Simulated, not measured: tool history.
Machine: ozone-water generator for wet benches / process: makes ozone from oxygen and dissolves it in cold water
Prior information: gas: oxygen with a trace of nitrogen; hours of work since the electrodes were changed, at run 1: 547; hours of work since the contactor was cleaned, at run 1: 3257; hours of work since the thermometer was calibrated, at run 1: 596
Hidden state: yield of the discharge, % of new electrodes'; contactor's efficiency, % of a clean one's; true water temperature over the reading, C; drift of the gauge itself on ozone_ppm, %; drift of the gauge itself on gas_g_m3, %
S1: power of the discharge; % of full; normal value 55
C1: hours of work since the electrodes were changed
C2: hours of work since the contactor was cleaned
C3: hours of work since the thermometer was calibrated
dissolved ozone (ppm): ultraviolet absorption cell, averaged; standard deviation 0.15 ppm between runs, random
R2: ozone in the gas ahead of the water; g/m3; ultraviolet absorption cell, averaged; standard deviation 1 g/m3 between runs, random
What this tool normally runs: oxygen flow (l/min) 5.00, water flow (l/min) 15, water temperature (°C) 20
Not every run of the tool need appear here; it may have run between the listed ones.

{"run": 1, "hour": 0.0, "S1": 55, "oxygen flow (l/min)": 5.0, "water flow (l/min)": 15, "water temperature (°C)": 20, "C1": 547, "C2": 3257, "C3": 596, "dissolved ozone (ppm)": 17.5, "R2": 173.9}
{"run": 2, "hour": 35.7, "S1": 55, "oxygen flow (l/min)": 5.0, "water flow (l/min)": 15, "water temperature (°C)": 20, "C1": 574, "C2": 3283, "C3": 622, "dissolved ozone (ppm)": 17.6, "R2": 170.8}
{"run": 3, "hour": 75.0, "S1": 55, "oxygen flow (l/min)": 5.0, "water flow (l/min)": 15, "water temperature (°C)": 20, "C1": 603, "C2": 3312, "C3": 651, "dissolved ozone (ppm)": 17.4, "R2": 173.0}
{"run": 4, "hour": 97.9, "S1": 55, "oxygen flow (l/min)": 5.0, "water flow (l/min)": 15, "water temperature (°C)": 20, "C1": 620, "C2": 3329, "C3": 668, "dissolved ozone (ppm)": 17.8, "R2": 172.3}
{"run": 5, "hour": 125.4, "S1": 79, "oxygen flow (l/min)": 5.0, "water flow (l/min)": 15, "water temperature (°C)": 20, "C1": 640, "C2": 3350, "C3": 689, "dissolved ozone (ppm)": 21.6, "R2": 214.3}
{"run": 6, "hour": 166.7, "S1": 79, "oxygen flow (l/min)": 5.0, "water flow (l/min)": 15, "water temperature (°C)": 21, "C1": 671, "C2": 3381, "C3": 720, "dissolved ozone (ppm)": 21.6, "R2": 215.4}
{"run": 7, "hour": 201.6, "S1": 79, "oxygen flow (l/min)": 5.0, "water flow (l/min)": 15, "water temperature (°C)": 21, "C1": 697, "C2": 3406, "C3": 745, "dissolved ozone (ppm)": 21.1, "R2": 212.7}
{"run": 8, "hour": 227.7, "S1": 79, "oxygen flow (l/min)": 5.0, "water flow (l/min)": 13, "water temperature (°C)": 21, "C1": 716, "C2": 3426, "C3": 765, "dissolved ozone (ppm)": 23.6, "R2": 212.1}
{"run": 9, "hour": 261.3, "S1": 79, "oxygen flow (l/min)": 4.37, "water flow (l/min)": 13, "water temperature (°C)": 21, "C1": 741, "C2": 3451, "C3": 790, "dissolved ozone (ppm)": 23.2, "R2": 222.4}
{"run": 10, "hour": 280.0, "S1": 79, "oxygen flow (l/min)": 4.37, "water flow (l/min)": 13, "water temperature (°C)": 21, "C1": 755, "C2": 3465, "C3": 804, "dissolved ozone (ppm)": 23.3, "R2": 224.4}
{"run": 11, "hour": 316.8, "S1": 55, "oxygen flow (l/min)": 5.0, "water flow (l/min)": 15, "water temperature (°C)": 20, "C1": 782, "C2": 3492, "C3": 831, "dissolved ozone (ppm)": 17.4, "R2": 169.9}
{"run": 12, "hour": 353.2, "S1": 55, "oxygen flow (l/min)": 5.0, "water flow (l/min)": 15, "water temperature (°C)": 20, "C1": 809, "C2": 3519, "C3": 858, "dissolved ozone (ppm)": 17.4, "R2": 171.7}
{"run": 13, "hour": 395.0, "S1": 55, "oxygen flow (l/min)": 5.0, "water flow (l/min)": 15, "water temperature (°C)": 18, "C1": 840, "C2": 3550, "C3": 889, "dissolved ozone (ppm)": 18.1, "R2": 170.5}
{"run": 14, "hour": 431.7, "S1": 55, "oxygen flow (l/min)": 5.0, "water flow (l/min)": 15, "water temperature (°C)": 18, "C1": 868, "C2": 3577, "C3": 916, "dissolved ozone (ppm)": 17.8, "R2": 170.3}
{"run": 15, "hour": 470.6, "S1": 94, "oxygen flow (l/min)": 4.25, "water flow (l/min)": 23, "water temperature (°C)": 26, "C1": 896, "C2": 3606, "C3": 945, "dissolved ozone (ppm)": 15.0, "R2": 251.1}
{"run": 16, "hour": 493.7, "S1": 55, "oxygen flow (l/min)": 5.0, "water flow (l/min)": 16, "water temperature (°C)": 26, "C1": 914, "C2": 3623, "C3": 962, "dissolved ozone (ppm)": 15.0, "R2": 170.8}
{"run": 17, "hour": 519.0, "S1": 68, "oxygen flow (l/min)": 5.0, "water flow (l/min)": 10, "water temperature (°C)": 26, "C1": 932, "C2": 3642, "C3": 981, "dissolved ozone (ppm)": 23.1, "R2": 192.4}
{"run": 18, "hour": 540.5, "S1": 42, "oxygen flow (l/min)": 5.0, "water flow (l/min)": 18, "water temperature (°C)": 20, "C1": 948, "C2": 3658, "C3": 997, "dissolved ozone (ppm)": 13.0, "R2": 144.6}
{"run": 19, "hour": 560.7, "S1": 55, "oxygen flow (l/min)": 5.0, "water flow (l/min)": 20, "water temperature (°C)": 20, "C1": 963, "C2": 3673, "C3": 1012, "dissolved ozone (ppm)": 13.5, "R2": 171.1}
{"run": 20, "hour": 584.1, "S1": 55, "oxygen flow (l/min)": 2.7, "water flow (l/min)": 20, "water temperature (°C)": 22, "C1": 981, "C2": 3690, "C3": 1029, "dissolved ozone (ppm)": 11.6, "R2": 216.7}
{"run": 21, "hour": 609.1, "S1": 55, "oxygen flow (l/min)": 2.7, "water flow (l/min)": 20, "water temperature (°C)": 22, "C1": 999, "C2": 3709, "C3": 1048, "dissolved ozone (ppm)": 11.6, "R2": 215.0}
{"run": 22, "hour": 626.8, "S1": 87, "oxygen flow (l/min)": 4.03, "water flow (l/min)": 21, "water temperature (°C)": 22, "C1": 1012, "C2": 3722, "C3": 1061, "dissolved ozone (ppm)": 16.1, "R2": 245.6}
{"run": 23, "hour": 648.7, "S1": 87, "oxygen flow (l/min)": 4.03, "water flow (l/min)": 21, "water temperature (°C)": 22, "C1": 1028, "C2": 3738, "C3": 1077, "dissolved ozone (ppm)": 16.5, "R2": 244.0}
{"run": 24, "hour": 669.3, "S1": 55, "oxygen flow (l/min)": 4.03, "water flow (l/min)": 21, "water temperature (°C)": 18, "C1": 1044, "C2": 3753, "C3": 1092, "dissolved ozone (ppm)": 13.0, "R2": 186.3}

Each row is a separate what-if for the run after 24, all from the same tool condition, not one after another. Results?
{"run": "A", "hour": 693.1, "S1": 55, "oxygen flow (l/min)": 6.4, "water flow (l/min)": 10, "water temperature (°C)": 13, "C1": 1061, "C2": 3771, "C3": 1110, "dissolved ozone (ppm)": "?", "R2": "?"}
{"run": "B", "hour": 693.1, "S1": 87, "oxygen flow (l/min)": 6.53, "water flow (l/min)": 15, "water temperature (°C)": 23, "C1": 1061, "C2": 3771, "C3": 1110, "dissolved ozone (ppm)": "?", "R2": "?"}
{"run": "C", "hour": 693.1, "S1": 69, "oxygen flow (l/min)": 2.87, "water flow (l/min)": 15, "water temperature (°C)": 25, "C1": 1061, "C2": 3771, "C3": 1110, "dissolved ozone (ppm)": "?", "R2": "?"}
{"run": "D", "hour": 693.1, "S1": 55, "oxygen flow (l/min)": 5.89, "water flow (l/min)": 21, "water temperature (°C)": 18, "C1": 1061, "C2": 3771, "C3": 1110, "dissolved ozone (ppm)": "?", "R2": "?"}

run=A dissolved_ozone_(ppm)=26.3 R2=154.2
run=B dissolved_ozone_(ppm)=21.8 R2=200.8
run=C dissolved_ozone_(ppm)=16.9 R2=241.9
run=D dissolved_ozone_(ppm)=13.7 R2=158.0
Take away the tool's hidden state, keep each run's random variation, and the runs would have read:
run=A dissolved_ozone_(ppm)=28.6 R2=159.7
run=B dissolved_ozone_(ppm)=24.1 R2=210.3
run=C dissolved_ozone_(ppm)=18.5 R2=251.9
run=D dissolved_ozone_(ppm)=15.0 R2=163.6
